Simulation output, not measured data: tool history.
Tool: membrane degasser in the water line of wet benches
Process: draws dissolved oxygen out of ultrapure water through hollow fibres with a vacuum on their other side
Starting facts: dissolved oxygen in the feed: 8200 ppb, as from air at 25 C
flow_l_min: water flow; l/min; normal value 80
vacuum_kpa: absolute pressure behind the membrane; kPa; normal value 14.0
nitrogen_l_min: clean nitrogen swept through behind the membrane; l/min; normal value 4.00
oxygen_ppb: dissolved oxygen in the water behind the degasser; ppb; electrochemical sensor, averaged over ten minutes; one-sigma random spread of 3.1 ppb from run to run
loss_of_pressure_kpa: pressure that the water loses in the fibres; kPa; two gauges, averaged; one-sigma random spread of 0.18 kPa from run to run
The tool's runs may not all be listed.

Run 1, hour 0.0: usual settings. Result: oxygen_ppb 471.4 ppb, loss_of_pressure_kpa 31.10 kPa.
Run 2, hour 38.9: usual settings. Result: oxygen_ppb 474.4 ppb, loss_of_pressure_kpa 30.73 kPa.
Run 3, hour 75.6: usual settings. Result: oxygen_ppb 469.2 ppb, loss_of_pressure_kpa 30.89 kPa.
Run 4, hour 132.9: usual settings. Result: oxygen_ppb 474.5 ppb, loss_of_pressure_kpa 31.16 kPa.
Run 5, hour 211.0: usual settings but vacuum_kpa 31.0 kPa. Result: oxygen_ppb 1102.8 ppb, loss_of_pressure_kpa 31.08 kPa.
Run 6, hour 252.6: usual settings but vacuum_kpa 31.0 kPa. Result: oxygen_ppb 1104.3 ppb, loss_of_pressure_kpa 31.25 kPa.
Run 7, hour 300.2: usual settings but vacuum_kpa 31.0 kPa. Result: oxygen_ppb 1107.4 ppb, loss_of_pressure_kpa 31.16 kPa.
Run 8, hour 387.8: usual settings but vacuum_kpa 31.0 kPa. Result: oxygen_ppb 1107.3 ppb, loss_of_pressure_kpa 31.23 kPa.
Run 9, hour 459.4: usual settings but vacuum_kpa 31.0 kPa. Result: oxygen_ppb 1099.2 ppb, loss_of_pressure_kpa 31.29 kPa.
Run 10, hour 497.2: usual settings but vacuum_kpa 31.0 kPa. Result: oxygen_ppb 1106.6 ppb, loss_of_pressure_kpa 31.17 kPa.
Run 11, hour 534.8: usual settings but vacuum_kpa 31.0 kPa. Result: oxygen_ppb 1104.4 ppb, loss_of_pressure_kpa 30.91 kPa.
Run 12, hour 601.7: usual settings but vacuum_kpa 14.4 kPa. Result: oxygen_ppb 490.3 ppb, loss_of_pressure_kpa 31.32 kPa.
Run 13, hour 680.8: usual settings but flow_l_min 111 l/min, vacuum_kpa 15.5 kPa. Result: oxygen_ppb 721.4 ppb, loss_of_pressure_kpa 43.27 kPa.
Run 14, hour 747.3: usual settings but flow_l_min 84 l/min, vacuum_kpa 33.4 kPa, nitrogen_l_min 2.55 l/min. Result: oxygen_ppb 1725.4 ppb, loss_of_pressure_kpa 32.56 kPa.
Run 15, hour 833.9: usual settings but flow_l_min 75 l/min, vacuum_kpa 33.4 kPa, nitrogen_l_min 2.55 l/min. Result: oxygen_ppb 1577.5 ppb, loss_of_pressure_kpa 29.09 kPa.
Run 16, hour 871.3: usual settings but flow_l_min 75 l/min, vacuum_kpa 33.4 kPa, nitrogen_l_min 2.55 l/min. Result: oxygen_ppb 1582.4 ppb, loss_of_pressure_kpa 29.12 kPa.
Run 17, hour 925.2: usual settings but flow_l_min 92 l/min, vacuum_kpa 8.7 kPa, nitrogen_l_min 6.89 l/min. Result: oxygen_ppb 191.8 ppb, loss_of_pressure_kpa 36.11 kPa.
Run 18, hour 976.3: usual settings but flow_l_min 113 l/min, vacuum_kpa 14.8 kPa, nitrogen_l_min 3.71 l/min. Result: oxygen_ppb 730.3 ppb, loss_of_pressure_kpa 44.23 kPa.
Run 19, hour 1040.1: usual settings but flow_l_min 125 l/min, vacuum_kpa 8.8 kPa. Result: oxygen_ppb 420.4 ppb, loss_of_pressure_kpa 48.82 kPa.
Run 20, hour 1116.9: usual settings but vacuum_kpa 21.5 kPa. Result: oxygen_ppb 763.0 ppb, loss_of_pressure_kpa 31.40 kPa.
Run 21, hour 1176.6: usual settings but flow_l_min 52 l/min, vacuum_kpa 11.7 kPa, nitrogen_l_min 2.28 l/min. Result: oxygen_ppb 425.1 ppb, loss_of_pressure_kpa 20.39 kPa.
Run 22, hour 1262.8: usual settings but flow_l_min 52 l/min, vacuum_kpa 11.7 kPa, nitrogen_l_min 2.28 l/min. Result: oxygen_ppb 421.7 ppb, loss_of_pressure_kpa 20.46 kPa.
Run 23, hour 1342.2: usual settings but flow_l_min 52 l/min, vacuum_kpa 16.6 kPa, nitrogen_l_min 2.28 l/min. Result: oxygen_ppb 642.2 ppb, loss_of_pressure_kpa 20.34 kPa.
Run 24, hour 1406.2: usual settings but flow_l_min 52 l/min, vacuum_kpa 28.1 kPa, nitrogen_l_min 5.20 l/min. Result: oxygen_ppb 558.3 ppb, loss_of_pressure_kpa 20.25 kPa.

3 ways to go on from here, each from the tool as it stands after run 24. What would each give?
Run A, hour 1457.4: usual settings but flow_l_min 77 l/min, vacuum_kpa 10.4 kPa, nitrogen_l_min 3.79 l/min. Result: oxygen_ppb ?, loss_of_pressure_kpa ?.
Run B, hour 1457.4: usual settings but flow_l_min 69 l/min. Result: oxygen_ppb ?, loss_of_pressure_kpa ?.
Run C, hour 1457.4: usual settings but flow_l_min 98 l/min, vacuum_kpa 31.3 kPa, nitrogen_l_min 1.62 l/min. Result: oxygen_ppb ?, loss_of_pressure_kpa ?.

run  oxygen_ppb  loss_of_pressure_kpa
  A       333.8                 30.27
  B       416.1                 27.10
  C      2445.7                 38.59
Had the tool no hidden state, the same runs would have come out as:
run  oxygen_ppb  loss_of_pressure_kpa
  A       320.9                 29.60
  B       404.5                 26.50
  C      2428.1                 37.74
